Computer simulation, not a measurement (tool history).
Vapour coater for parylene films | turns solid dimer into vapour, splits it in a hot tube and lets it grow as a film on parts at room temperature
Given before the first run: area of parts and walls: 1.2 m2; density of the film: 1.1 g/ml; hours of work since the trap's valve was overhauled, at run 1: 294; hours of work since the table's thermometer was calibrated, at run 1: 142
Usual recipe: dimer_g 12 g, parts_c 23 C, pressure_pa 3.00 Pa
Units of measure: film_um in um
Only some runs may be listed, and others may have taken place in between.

run	day	dimer_g	parts_c	pressure_pa	hours of work since the trap's valve was overhauled	hours of work since the table's thermometer was calibrated	film_um
1	0.000	12	23	3.00	294	142	5.23
2	1.096	12	23	3.00	310	158	5.30
3	1.654	7	23	3.00	319	167	3.07
4	2.554	7	23	3.00	332	180	3.12
5	3.379	12	17	3.00	345	193	6.95
6	3.996	12	17	3.00	354	202	6.93
7	4.554	12	23	3.00	362	211	5.17
8	5.142	12	23	3.00	371	219	5.18
9	5.954	14	23	3.00	384	232	6.03
10	7.021	14	31	3.00	400	248	4.19
11	7.792	14	31	2.62	411	259	4.23
12	8.917	8	15	4.96	428	276	4.46
13	10.017	8	15	4.96	445	293	4.47
14	11.100	10	27	4.96	461	309	3.17
15	11.633	6	27	2.81	469	317	2.15
16	12.746	12	15	3.00	486	334	7.34
# day 13.425: trap's valve overhauled
17	13.958	6	18	5.88	8	350	3.04
18	14.950	6	18	5.88	23	365	3.02
19	16.150	5	27	7.81	41	383	1.61
20	17.017	15	31	2.36	54	396	4.94
21	17.762	8	33	3.24	65	407	2.21
22	18.296	14	23	3.00	73	415	6.50

Below, some changes in film_um between adjacent runs. For each, the amount present without the hidden state too (settings, incoming material, random variation) and the amount remaining for the hidden state with gauge scatter not shared by both compared results:
What the log doesn't record here: vapour lost through the trap's worn valve, %; true temperature of the parts over the reading, C; drift of the gauge itself on film_um, %.
Run 15 -> 16: dimer_g 6 -> 12, parts_c 27 -> 15, pressure_pa 2.81 -> 3.00. film_um +5.19 um: hidden state -0.44, all else +5.63.
Run 16 -> 17: dimer_g 12 -> 6, parts_c 15 -> 18, pressure_pa 3.00 -> 5.88, trap's valve overhauled. film_um -4.30 um: hidden state +0.61, all else -4.91.
